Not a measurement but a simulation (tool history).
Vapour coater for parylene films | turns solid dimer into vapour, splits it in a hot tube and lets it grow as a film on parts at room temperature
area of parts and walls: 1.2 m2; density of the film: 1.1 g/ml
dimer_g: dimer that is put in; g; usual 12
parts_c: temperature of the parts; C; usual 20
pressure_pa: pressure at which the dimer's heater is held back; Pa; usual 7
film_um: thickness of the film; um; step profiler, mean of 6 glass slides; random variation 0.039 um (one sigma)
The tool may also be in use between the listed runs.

{"run": 1, "day": 0.0, "dimer_g": 12, "parts_c": 20, "pressure_pa": 7, "film_um": 4.31}
{"run": 2, "day": 2.004, "dimer_g": 12, "parts_c": 20, "pressure_pa": 7, "film_um": 4.34}
{"run": 3, "day": 3.912, "dimer_g": 6, "parts_c": 20, "pressure_pa": 7, "film_um": 2.12}
{"run": 4, "day": 6.038, "dimer_g": 12, "parts_c": 20, "pressure_pa": 3.7, "film_um": 4.36}
{"run": 5, "day": 7.258, "dimer_g": 12, "parts_c": 20, "pressure_pa": 3.7, "film_um": 4.45}
{"run": 6, "day": 9.158, "dimer_g": 12, "parts_c": 20, "pressure_pa": 3.7, "film_um": 4.44}
{"run": 7, "day": 10.262, "dimer_g": 12, "parts_c": 20, "pressure_pa": 5.53, "film_um": 4.35}
{"run": 8, "day": 11.646, "dimer_g": 12, "parts_c": 20, "pressure_pa": 6.02, "film_um": 4.29}
{"run": 9, "day": 12.625, "dimer_g": 12, "parts_c": 20, "pressure_pa": 6.02, "film_um": 4.3}
{"run": 10, "day": 14.221, "dimer_g": 12, "parts_c": 23, "pressure_pa": 7, "film_um": 3.73}
{"run": 11, "day": 15.521, "dimer_g": 12, "parts_c": 23, "pressure_pa": 7, "film_um": 3.7}
{"run": 12, "day": 17.296, "dimer_g": 12, "parts_c": 23, "pressure_pa": 7, "film_um": 3.69}
{"run": 13, "day": 18.846, "dimer_g": 12, "parts_c": 23, "pressure_pa": 7, "film_um": 3.73}
{"day": 19.138, "done": "trap's valve overhauled"}
{"run": 14, "day": 20.067, "dimer_g": 12, "parts_c": 23, "pressure_pa": 7, "film_um": 3.65}
{"run": 15, "day": 22.042, "dimer_g": 12, "parts_c": 20, "pressure_pa": 7, "film_um": 4.16}
{"run": 16, "day": 22.983, "dimer_g": 12, "parts_c": 20, "pressure_pa": 7, "film_um": 4.22}
{"run": 17, "day": 24.946, "dimer_g": 12, "parts_c": 20, "pressure_pa": 7, "film_um": 4.25}
{"run": 18, "day": 26.721, "dimer_g": 12, "parts_c": 20, "pressure_pa": 7, "film_um": 4.26}
{"day": 28.496, "done": "trap's valve overhauled, once more"}
{"run": 19, "day": 28.796, "dimer_g": 12, "parts_c": 20, "pressure_pa": 7, "film_um": 4.42}
{"run": 20, "day": 30.842, "dimer_g": 12, "parts_c": 20, "pressure_pa": 7, "film_um": 4.31}
{"run": 21, "day": 32.608, "dimer_g": 12, "parts_c": 20, "pressure_pa": 7, "film_um": 4.39}
{"run": 22, "day": 34.167, "dimer_g": 12, "parts_c": 20, "pressure_pa": 7, "film_um": 4.5}
{"run": 23, "day": 35.729, "dimer_g": 12, "parts_c": 20, "pressure_pa": 7, "film_um": 4.37}
{"run": 24, "day": 37.921, "dimer_g": 10, "parts_c": 20, "pressure_pa": 2.22, "film_um": 4.04}
{"run": 25, "day": 39.912, "dimer_g": 6, "parts_c": 13, "pressure_pa": 10.68, "film_um": 2.97}
{"run": 26, "day": 41.971, "dimer_g": 6, "parts_c": 13, "pressure_pa": 10.68, "film_um": 3.01}
{"run": 27, "day": 43.721, "dimer_g": 14, "parts_c": 20, "pressure_pa": 4.41, "film_um": 5.25}
{"day": 45.638, "done": "table's thermometer calibrated"}
{"run": 28, "day": 45.754, "dimer_g": 14, "parts_c": 20, "pressure_pa": 4.41, "film_um": 4.96}
{"run": 29, "day": 47.479, "dimer_g": 14, "parts_c": 20, "pressure_pa": 4.41, "film_um": 4.97}
{"run": 30, "day": 48.742, "dimer_g": 14, "parts_c": 27, "pressure_pa": 6.53, "film_um": 3.43}
{"run": 31, "day": 50.825, "dimer_g": 15, "parts_c": 24, "pressure_pa": 2.44, "film_um": 4.42}
{"run": 32, "day": 52.346, "dimer_g": 17, "parts_c": 24, "pressure_pa": 8.77, "film_um": 4.71}
{"run": 33, "day": 53.479, "dimer_g": 17, "parts_c": 26, "pressure_pa": 11.75, "film_um": 4.14}
{"run": 34, "day": 54.729, "dimer_g": 17, "parts_c": 26, "pressure_pa": 11.75, "film_um": 4.15}
{"run": 35, "day": 56.421, "dimer_g": 17, "parts_c": 26, "pressure_pa": 11.75, "film_um": 4.12}
{"run": 36, "day": 58.496, "dimer_g": 6, "parts_c": 30, "pressure_pa": 7, "film_um": 1.24}
{"run": 37, "day": 60.6, "dimer_g": 15, "parts_c": 20, "pressure_pa": 7, "film_um": 5}
{"run": 38, "day": 62.112, "dimer_g": 15, "parts_c": 20, "pressure_pa": 7, "film_um": 4.99}
{"run": 39, "day": 64.254, "dimer_g": 12, "parts_c": 20, "pressure_pa": 5.87, "film_um": 4.12}
{"run": 40, "day": 65.888, "dimer_g": 7, "parts_c": 16, "pressure_pa": 2.1, "film_um": 3.11}
{"run": 41, "day": 66.983, "dimer_g": 7, "parts_c": 16, "pressure_pa": 2.1, "film_um": 3.14}
{"run": 42, "day": 68.483, "dimer_g": 7, "parts_c": 16, "pressure_pa": 7.26, "film_um": 2.88}
{"run": 43, "day": 69.783, "dimer_g": 22, "parts_c": 16, "pressure_pa": 3.62, "film_um": 9.35}
{"run": 44, "day": 71.925, "dimer_g": 5, "parts_c": 28, "pressure_pa": 3.14, "film_um": 1.19}
{"run": 45, "day": 73.367, "dimer_g": 13, "parts_c": 16, "pressure_pa": 3.15, "film_um": 5.7}
{"run": 46, "day": 74.55, "dimer_g": 12, "parts_c": 20, "pressure_pa": 7, "film_um": 3.98}

Hidden state or all else? Some run-to-run changes of film_um, split into what the settings, what came in and random variation would give without the hidden state, and what is left for the hidden state (with any gauge scatter that isn't in both results):
The hidden state here: vapour lost through the trap's worn valve, %; true temperature of the parts over the reading, C; drift of the gauge itself on film_um, %.
Run 27 -> 28: table's thermometer calibrated. film_um -0.29 um: hidden state -0.35, all else +0.06.
Run 42 -> 43: dimer_g 7 -> 22, pressure_pa 7.26 -> 3.62. film_um +6.47 um: hidden state -0.26, all else +6.73.
Run 43 -> 44: dimer_g 22 -> 5, parts_c 16 -> 28, pressure_pa 3.62 -> 3.14. film_um -8.16 um: hidden state +0.32, all else -8.48.
Run 44 -> 45: dimer_g 5 -> 13, parts_c 28 -> 16, pressure_pa 3.14 -> 3.15. film_um +4.51 um: hidden state -0.19, all else +4.7.
